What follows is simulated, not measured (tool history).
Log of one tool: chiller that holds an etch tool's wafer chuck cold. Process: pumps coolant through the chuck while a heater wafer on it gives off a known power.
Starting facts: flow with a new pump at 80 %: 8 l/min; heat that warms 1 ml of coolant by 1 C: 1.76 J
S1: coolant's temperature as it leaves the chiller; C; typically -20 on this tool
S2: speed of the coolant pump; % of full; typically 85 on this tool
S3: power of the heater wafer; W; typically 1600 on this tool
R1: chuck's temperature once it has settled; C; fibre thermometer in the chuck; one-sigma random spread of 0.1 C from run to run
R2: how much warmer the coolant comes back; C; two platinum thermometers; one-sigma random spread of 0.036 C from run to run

run,hour,S1,S2,S3,R1,R2
1,0,-20,85,1600,-2.7,6.45
2,14.7,-20,85,1600,-2.7,6.41
3,43.7,-22,85,1600,-4.4,6.32
4,74.5,-22,85,1600,-4.4,6.35
5,94.6,-22,85,1600,-4.7,6.36
6,107.3,-22,85,1600,-4.6,6.37
7,136,-22,85,1600,-4.5,6.31
8,152.5,-22,85,1600,-4.7,6.24
9,179.4,-20,85,1600,-2.5,6.3
10,193,-20,85,1600,-2.5,6.28
11,205.5,-20,85,1600,-2.5,6.32
12,234.9,-20,85,1600,-2.6,6.26
13,252.7,-20,85,1600,-2.6,6.27
14,265.2,-20,85,1600,-2.6,6.27
15,295.3,-20,85,1600,-2.6,6.27
16,312.4,-20,85,1600,-2.5,6.19
17,330.2,-21,85,1600,-3.6,6.25
18,350.1,-28,68,1600,-7.1,7.75
19,369.9,-28,68,1600,-7.2,7.74
20,384,-28,68,1600,-7.1,7.79
21,409,-29,62,1181,-12.5,6.21
22,429.7,-24,66,839,-12.9,4.09
23,456,-24,66,839,-13,4
24,469,-24,66,839,-12.9,4.02
25,482.5,-10,75,1709,10.7,7.41
26,512.1,-10,75,1709,10.5,7.39
27,539.6,-11,75,1931,12.3,8.43
28,552.3,-20,85,2355,5.7,9.2
29,576.9,-11,88,2379,14.3,8.83
30,607.7,-19,97,2379,4.5,8
31,621.1,-16,85,1600,1.7,6.07

Measured result minus the same run's result without the hidden state. Both carry the same run-to-run variation, though not necessarily the same gauge scatter:
Hidden state present: heat passed by the chuck's channels, % of clean ones'; flow at a given pump speed, % of a new pump's; coolant's true temperature over the reading, C; drift of the gauge itself on chuck_c, C; drift of the gauge itself on warmer_back_c, C.
run,R2
1,+0
2,+0
3,-0.03
4,-0.04
5,-0.06
6,-0.07
7,-0.08
8,-0.1
9,-0.11
10,-0.12
11,-0.13
12,-0.15
13,-0.17
14,-0.17
15,-0.19
16,-0.2
17,-0.21
18,-0.23
19,-0.23
20,-0.25
21,-0.26
22,-0.28
23,-0.3
24,-0.3
25,-0.31
26,-0.33
27,-0.35
28,-0.36
29,-0.37
30,-0.4
31,-0.4
R1: differs from the measured result by no more than 0.1 C in any run.
